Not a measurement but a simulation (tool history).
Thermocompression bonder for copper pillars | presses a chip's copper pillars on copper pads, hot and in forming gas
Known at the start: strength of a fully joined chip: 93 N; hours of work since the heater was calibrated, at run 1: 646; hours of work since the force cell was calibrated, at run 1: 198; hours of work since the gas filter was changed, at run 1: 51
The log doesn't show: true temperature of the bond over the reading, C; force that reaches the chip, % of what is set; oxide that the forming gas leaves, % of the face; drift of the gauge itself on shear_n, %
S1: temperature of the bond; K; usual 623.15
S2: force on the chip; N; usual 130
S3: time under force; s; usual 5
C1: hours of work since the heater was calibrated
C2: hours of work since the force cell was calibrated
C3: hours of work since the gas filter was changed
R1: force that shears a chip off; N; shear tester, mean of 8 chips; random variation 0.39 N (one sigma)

Run 1, hour 0.0: usual settings; C1 646; C2 198; C3 51. Result: R1 49.1 N.
Run 2, hour 9.6: usual settings but S3 3 s; C1 652; C2 204; C3 58. Result: R1 41.9 N.
Run 3, hour 22.5: usual settings but S3 3 s; C1 661; C2 213; C3 67. Result: R1 42.7 N.
Run 4, hour 30.6: usual settings but S3 3 s; C1 667; C2 219; C3 73. Result: R1 42.7 N.
Run 5, hour 44.7: usual settings but S3 3 s; C1 676; C2 229; C3 82. Result: R1 41.6 N.
Run 6, hour 51.4: usual settings but S3 3 s; C1 681; C2 233; C3 87. Result: R1 42.6 N.
Run 7, hour 66.4: usual settings but S3 3 s; C1 692; C2 244; C3 97. Result: R1 42.0 N.
Run 8, hour 76.5: usual settings but S3 3 s; C1 698; C2 251; C3 104. Result: R1 41.1 N.
Run 9, hour 84.8: usual settings but S3 3 s; C1 704; C2 256; C3 110. Result: R1 42.2 N.
Run 10, hour 95.5: usual settings; C1 712; C2 264; C3 118. Result: R1 49.9 N.
Run 11, hour 107.7: usual settings; C1 720; C2 272; C3 126. Result: R1 50.4 N.
Run 12, hour 123.3: usual settings but S2 150 N; C1 731; C2 283; C3 137. Result: R1 54.1 N.
Run 13, hour 129.9: usual settings but S2 150 N; C1 736; C2 288; C3 141. Result: R1 53.6 N.
Run 14, hour 136.9: usual settings but S2 150 N; C1 740; C2 292; C3 146. Result: R1 53.6 N.
At hour 149.5: heater calibrated with a thermocouple chip.
Run 15, hour 150.4: usual settings; C1 1; C2 300; C3 154. Result: R1 48.7 N.
Run 16, hour 164.7: usual settings; C1 11; C2 310; C3 164. Result: R1 49.0 N.
Run 17, hour 173.9: usual settings; C1 17; C2 317; C3 171. Result: R1 48.3 N.
Run 18, hour 184.7: usual settings but S2 96 N, S3 8 s; C1 24; C2 324; C3 178. Result: R1 46.4 N.
At hour 192.6: forming gas filter changed.
Run 19, hour 198.1: usual settings but S1 622.15 K, S2 84 N, S3 6 s; C1 33; C2 333; C3 4. Result: R1 38.1 N.
Run 20, hour 213.0: usual settings but S1 622.15 K, S2 84 N, S3 6 s; C1 44; C2 343; C3 14. Result: R1 38.0 N.
Run 21, hour 225.6: usual settings but S1 601.15 K, S2 91 N, S3 6 s; C1 52; C2 352; C3 23. Result: R1 31.5 N.
Run 22, hour 239.9: usual settings but S1 604.15 K, S2 142 N; C1 62; C2 362; C3 33. Result: R1 43.2 N.
Run 23, hour 254.3: usual settings but S1 624.15 K, S2 80 N, S3 10 s; C1 72; C2 372; C3 43. Result: R1 45.2 N.
Run 24, hour 268.2: usual settings but S1 607.15 K, S2 126 N, S3 4 s; C1 82; C2 382; C3 52. Result: R1 37.8 N.
Run 25, hour 281.1: usual settings but S1 631.15 K; C1 91; C2 391; C3 61. Result: R1 53.3 N.
Run 26, hour 294.7: usual settings but S1 630.15 K; C1 100; C2 400; C3 71. Result: R1 53.0 N.
Run 27, hour 304.7: usual settings but S1 630.15 K, S2 118 N, S3 8 s; C1 107; C2 407; C3 78. Result: R1 58.0 N.
Run 28, hour 315.5: usual settings but S1 630.15 K, S2 118 N, S3 8 s; C1 115; C2 415; C3 85. Result: R1 56.7 N.
Run 29, hour 325.6: usual settings but S1 630.15 K, S2 118 N, S3 8 s; C1 122; C2 421; C3 92. Result: R1 57.8 N.
Run 30, hour 333.8: usual settings but S1 630.15 K, S2 118 N, S3 8 s; C1 127; C2 427; C3 98. Result: R1 57.2 N.
Run 31, hour 345.0: usual settings but S1 617.15 K, S2 96 N, S3 4 s; C1 135; C2 435; C3 106. Result: R1 34.7 N.

Forecast each of these 4 alternatives for the next run:
Run A, hour 357.1: usual settings but S1 648.15 K, S2 96 N, S3 8 s; C1 143; C2 443; C3 114. Result: R1 ?.
Run B, hour 357.1: usual settings but S1 617.15 K, S2 152 N, S3 4 s; C1 143; C2 443; C3 114. Result: R1 ?.
Run C, hour 357.1: usual settings but S1 612.15 K, S2 111 N, S3 7 s; C1 143; C2 443; C3 114. Result: R1 ?.
Run D, hour 357.1: usual settings but S1 648.15 K, S2 107 N, S3 6 s; C1 143; C2 443; C3 114. Result: R1 ?.

run    R1
  A  58.9
  B  47.6
  C  44.5
  D  57.3
Without the tool's hidden state the same runs would have given:
run    R1
  A  59.1
  B  47.8
  C  44.7
  D  57.5
